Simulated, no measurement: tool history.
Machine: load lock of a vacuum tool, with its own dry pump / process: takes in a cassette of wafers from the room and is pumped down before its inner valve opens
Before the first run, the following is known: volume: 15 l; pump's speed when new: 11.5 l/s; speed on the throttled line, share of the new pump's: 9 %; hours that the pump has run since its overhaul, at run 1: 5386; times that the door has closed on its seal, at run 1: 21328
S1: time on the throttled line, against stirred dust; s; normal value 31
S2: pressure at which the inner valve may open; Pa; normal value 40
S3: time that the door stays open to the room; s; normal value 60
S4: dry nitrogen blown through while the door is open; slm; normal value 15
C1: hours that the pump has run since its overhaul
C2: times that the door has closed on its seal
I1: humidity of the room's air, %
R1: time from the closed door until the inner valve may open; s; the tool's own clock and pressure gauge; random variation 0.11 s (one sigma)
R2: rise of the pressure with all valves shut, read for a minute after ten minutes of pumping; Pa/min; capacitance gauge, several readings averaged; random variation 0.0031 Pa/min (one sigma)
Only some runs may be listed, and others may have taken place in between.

{"run": 1, "day": 0.0, "S1": 31, "S2": 40, "S3": 60, "S4": 15, "C1": 5386, "C2": 21328, "I1": 43.9, "R1": 38.6, "R2": 0.07}
{"run": 2, "day": 17.254, "S1": 31, "S2": 40, "S3": 60, "S4": 15, "C1": 5800, "C2": 22444, "I1": 48.1, "R1": 38.5, "R2": 0.075}
{"run": 3, "day": 33.208, "S1": 31, "S2": 40, "S3": 60, "S4": 15, "C1": 6183, "C2": 23476, "I1": 48.8, "R1": 38.4, "R2": 0.077}
{"run": 4, "day": 47.375, "S1": 31, "S2": 40, "S3": 60, "S4": 15, "C1": 6523, "C2": 24392, "I1": 45.5, "R1": 38.7, "R2": 0.07}
{"run": 5, "day": 63.704, "S1": 31, "S2": 40, "S3": 60, "S4": 15, "C1": 6915, "C2": 25449, "I1": 47.2, "R1": 38.8, "R2": 0.078}
{"run": 6, "day": 83.129, "S1": 31, "S2": 40, "S3": 60, "S4": 15, "C1": 7381, "C2": 26705, "I1": 44.7, "R1": 38.4, "R2": 0.076}
{"run": 7, "day": 97.604, "S1": 31, "S2": 40, "S3": 60, "S4": 15, "C1": 7729, "C2": 27642, "I1": 49.2, "R1": 38.5, "R2": 0.082}
{"run": 8, "day": 113.8, "S1": 31, "S2": 40, "S3": 60, "S4": 15, "C1": 8117, "C2": 28689, "I1": 44.3, "R1": 38.5, "R2": 0.07}
{"run": 9, "day": 127.267, "S1": 31, "S2": 40, "S3": 60, "S4": 15, "C1": 8440, "C2": 29561, "I1": 45.2, "R1": 38.4, "R2": 0.069}
{"run": 10, "day": 144.7, "S1": 31, "S2": 40, "S3": 60, "S4": 15, "C1": 8859, "C2": 30688, "I1": 44.4, "R1": 38.5, "R2": 0.07}
{"run": 11, "day": 158.788, "S1": 31, "S2": 40, "S3": 60, "S4": 15, "C1": 9197, "C2": 31600, "I1": 43.1, "R1": 38.2, "R2": 0.067}
{"run": 12, "day": 176.812, "S1": 31, "S2": 40, "S3": 60, "S4": 15, "C1": 9630, "C2": 32766, "I1": 44.1, "R1": 38.7, "R2": 0.071}
{"run": 13, "day": 194.308, "S1": 31, "S2": 40, "S3": 60, "S4": 15, "C1": 10050, "C2": 33898, "I1": 46, "R1": 38.5, "R2": 0.074}
{"run": 14, "day": 203.65, "S1": 31, "S2": 40, "S3": 60, "S4": 15, "C1": 10274, "C2": 34502, "I1": 45.5, "R1": 38.4, "R2": 0.073}
{"run": 15, "day": 221.708, "S1": 31, "S2": 40, "S3": 60, "S4": 15, "C1": 10707, "C2": 35670, "I1": 44, "R1": 38.7, "R2": 0.067}
{"run": 16, "day": 231.558, "S1": 31, "S2": 40, "S3": 60, "S4": 15, "C1": 10944, "C2": 36307, "I1": 46.7, "R1": 38.6, "R2": 0.078}
{"run": 17, "day": 244.062, "S1": 31, "S2": 40, "S3": 60, "S4": 15, "C1": 11244, "C2": 37116, "I1": 45, "R1": 38.5, "R2": 0.074}
{"run": 18, "day": 257.425, "S1": 31, "S2": 40, "S3": 60, "S4": 15, "C1": 11564, "C2": 37981, "I1": 43.8, "R1": 38.5, "R2": 0.069}
{"run": 19, "day": 268.975, "S1": 31, "S2": 40, "S3": 60, "S4": 23, "C1": 11842, "C2": 38728, "I1": 48.7, "R1": 38.6, "R2": 0.062}
{"run": 20, "day": 286.917, "S1": 46, "S2": 54, "S3": 135, "S4": 6, "C1": 12272, "C2": 39888, "I1": 45, "R1": 51.6, "R2": 0.129}
{"run": 21, "day": 301.496, "S1": 31, "S2": 73, "S3": 60, "S4": 15, "C1": 12622, "C2": 40832, "I1": 45.5, "R1": 37.5, "R2": 0.073}
{"run": 22, "day": 319.312, "S1": 43, "S2": 40, "S3": 60, "S4": 5, "C1": 13050, "C2": 41984, "I1": 45.6, "R1": 49.2, "R2": 0.091}
{"day": 334.35, "done": "door's seal changed, seat wiped"}
{"run": 23, "day": 335.971, "S1": 43, "S2": 40, "S3": 60, "S4": 5, "C1": 13448, "C2": 105, "I1": 43, "R1": 49.6, "R2": 0.079}
{"run": 24, "day": 344.375, "S1": 41, "S2": 70, "S3": 233, "S4": 8, "C1": 13650, "C2": 648, "I1": 45.5, "R1": 47, "R2": 0.154}
{"run": 25, "day": 356.592, "S1": 42, "S2": 34, "S3": 60, "S4": 15, "C1": 13943, "C2": 1438, "I1": 44.1, "R1": 48.8, "R2": 0.077}
{"run": 26, "day": 368.45, "S1": 31, "S2": 71, "S3": 126, "S4": 12, "C1": 14227, "C2": 2206, "I1": 44.4, "R1": 37.6, "R2": 0.107}
{"run": 27, "day": 385.175, "S1": 18, "S2": 32, "S3": 178, "S4": 18, "C1": 14629, "C2": 3288, "I1": 46, "R1": 26.9, "R2": 0.108}
{"run": 28, "day": 394.854, "S1": 31, "S2": 60, "S3": 60, "S4": 13, "C1": 14861, "C2": 3914, "I1": 44.9, "R1": 37.8, "R2": 0.066}
{"run": 29, "day": 407.158, "S1": 48, "S2": 40, "S3": 60, "S4": 13, "C1": 15156, "C2": 4710, "I1": 46.5, "R1": 54.1, "R2": 0.076}
{"run": 30, "day": 415.442, "S1": 17, "S2": 41, "S3": 52, "S4": 10, "C1": 15355, "C2": 5246, "I1": 43.9, "R1": 25.6, "R2": 0.072}
{"run": 31, "day": 434.312, "S1": 17, "S2": 41, "S3": 52, "S4": 10, "C1": 15808, "C2": 6466, "I1": 42.5, "R1": 25.9, "R2": 0.075}
{"run": 32, "day": 445.192, "S1": 29, "S2": 41, "S3": 158, "S4": 12, "C1": 16069, "C2": 7170, "I1": 48.2, "R1": 36.8, "R2": 0.125}
{"run": 33, "day": 464.262, "S1": 29, "S2": 41, "S3": 158, "S4": 12, "C1": 16527, "C2": 8404, "I1": 46.1, "R1": 36.5, "R2": 0.119}
{"run": 34, "day": 478.175, "S1": 31, "S2": 35, "S3": 60, "S4": 19, "C1": 16861, "C2": 9304, "I1": 42, "R1": 38.8, "R2": 0.065}
{"day": 494.504, "done": "dry pump taken out, an overhauled one fitted"}
{"run": 35, "day": 495.804, "S1": 31, "S2": 35, "S3": 60, "S4": 19, "C1": 31, "C2": 10428, "I1": 42.2, "R1": 38.6, "R2": 0.063}
{"run": 36, "day": 513.883, "S1": 18, "S2": 35, "S3": 60, "S4": 10, "C1": 465, "C2": 11598, "I1": 43.4, "R1": 26.9, "R2": 0.083}
{"run": 37, "day": 528.162, "S1": 17, "S2": 58, "S3": 60, "S4": 10, "C1": 808, "C2": 12521, "I1": 44.9, "R1": 25.2, "R2": 0.083}

How the hidden state differs across the entries between the runs, from the last listed run before each to the first after it:
Run 22 -> run 23: door's seal changed, seat wiped (day 334.35)
  leak at the door's seal, Pa l/s: 0.0027 -> 0.002
Run 34 -> run 35: dry pump taken out, an overhauled one fitted (day 494.504)
  pump's speed, % of a new pump's: 99.9 -> 100

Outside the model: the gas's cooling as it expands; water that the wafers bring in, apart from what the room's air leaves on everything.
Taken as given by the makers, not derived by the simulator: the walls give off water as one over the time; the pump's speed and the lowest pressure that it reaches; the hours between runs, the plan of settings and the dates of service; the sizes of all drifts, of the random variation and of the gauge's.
